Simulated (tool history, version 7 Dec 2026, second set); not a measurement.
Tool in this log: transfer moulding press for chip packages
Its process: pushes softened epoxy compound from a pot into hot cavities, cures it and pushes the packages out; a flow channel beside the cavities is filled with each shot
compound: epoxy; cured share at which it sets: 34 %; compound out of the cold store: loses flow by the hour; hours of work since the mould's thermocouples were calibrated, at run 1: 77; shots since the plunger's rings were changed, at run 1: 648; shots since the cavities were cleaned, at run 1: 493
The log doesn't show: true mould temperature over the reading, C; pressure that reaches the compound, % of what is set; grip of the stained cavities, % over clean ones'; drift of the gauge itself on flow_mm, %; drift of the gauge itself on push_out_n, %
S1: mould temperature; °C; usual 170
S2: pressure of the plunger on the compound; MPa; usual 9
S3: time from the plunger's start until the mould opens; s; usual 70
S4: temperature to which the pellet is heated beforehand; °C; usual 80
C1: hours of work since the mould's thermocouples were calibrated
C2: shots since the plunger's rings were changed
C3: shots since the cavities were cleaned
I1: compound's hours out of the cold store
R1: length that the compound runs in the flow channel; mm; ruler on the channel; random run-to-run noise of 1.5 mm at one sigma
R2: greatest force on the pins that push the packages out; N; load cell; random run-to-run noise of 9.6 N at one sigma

run   hour   S1    S2  S3  S4   C1    C2   C3    I1   R1    R2
  1      0  170     9  70  80   77   648  493  41.3  594   680
       9.7  -- cavities cleaned with cleaning compound and waxed
  2   12.9  170     9  70  80   85   825   50  43.1  590   840
  3   29.2  170     9  70  80   96  1077  302  11.2  637   901
      41.6  -- cavities cleaned with cleaning compound and waxed, once more
  4   50.1  170     9  70  70  110  1378  132  32.2  605   534
  5   59.8  170     9  70  71  117  1528  282  38.9  597   635
  6   78.5  170     9  70  87  130  1817  571  26.7  609   700
      84.1  -- cavities cleaned with cleaning compound and waxed
  7   88.6  170     9  70  87  136  1951   70  28.7  606   494
  8   97.9  170     9  70  80  142  2096  215  27.7  607   586
  9  110.8  170     9  70  80  151  2295  414  38.6  592   667
     126.9  -- cavities cleaned with cleaning compound and waxed
 10  131.6  170     9  70  71  164  2595   74  13.2  630   530
 11  144.2  170     9  70  71  173  2789  268  36.2  592   608
     155.7  -- plunger's sealing rings changed
 12  164.8  170     9  70  71  186   141  549    36  605   720
     170.8  -- cavities cleaned with cleaning compound and waxed
 13  176.7  165     9  70  81  193   302   92  11.8  659   798
 14  185.7  165  9.46  99  81  199   442  232  11.8  675   461
 15  199.3  165  9.46  99  81  208   652  442  42.8  625   534
     212.1  -- cavities cleaned with cleaning compound and waxed
 16  217.7  165  9.46  99  81  220   914   87  46.9  616   376
 17  232.7  165  9.46  98  81  231  1146  319  44.4  617   495
 18  249.4  165  9.46  98  81  242  1404  577  15.8  660   564
     254.6  -- cavities cleaned with cleaning compound and waxed
 19  269.3  163  9.46  98  81  255  1690  228  31.4  645   488
 20  281.4  163  9.46  98  76  263  1878  416  34.7  640   556
     297.2  -- cavities cleaned with cleaning compound and waxed
 21  297.5  163  9.46  53  80  273  2104    5    27  647  1323
 22  318.5  163  9.46  53  80  288  2429  330    16  666  1924
 23  328.4  163  9.46  53  80  295  2583  484  21.4  658  2044
     339.5  -- cavities cleaned with cleaning compound and waxed
 24  350.7  175   9.8  53  87  309  2905  174  37.7  599   733

Branching from run 24: 4 alternative next runs. What would each branch give?
     356.3  -- plunger's sealing rings changed
  A  374.3  163     9  70  80  324  278  500  37.8   ?   ?
     356.3  -- plunger's sealing rings changed
  B  374.3  170  7.55  70  80  324  278  500  43.2   ?   ?
     356.3  -- plunger's sealing rings changed
  C  374.3  170  8.58  97  77  324  278  500  27.9   ?   ?
     356.3  -- plunger's sealing rings changed
  D  374.3  169   9.8  88  87  324  278  500  16.1   ?   ?

run   R1    R2
  A  625  1158
  B  543   696
  C  604   490
  D  665   519
What these runs would have given with no unlogged condition in the tool:
run   R1   R2
  A  627  740
  B  545  444
  C  605  307
  D  667  327

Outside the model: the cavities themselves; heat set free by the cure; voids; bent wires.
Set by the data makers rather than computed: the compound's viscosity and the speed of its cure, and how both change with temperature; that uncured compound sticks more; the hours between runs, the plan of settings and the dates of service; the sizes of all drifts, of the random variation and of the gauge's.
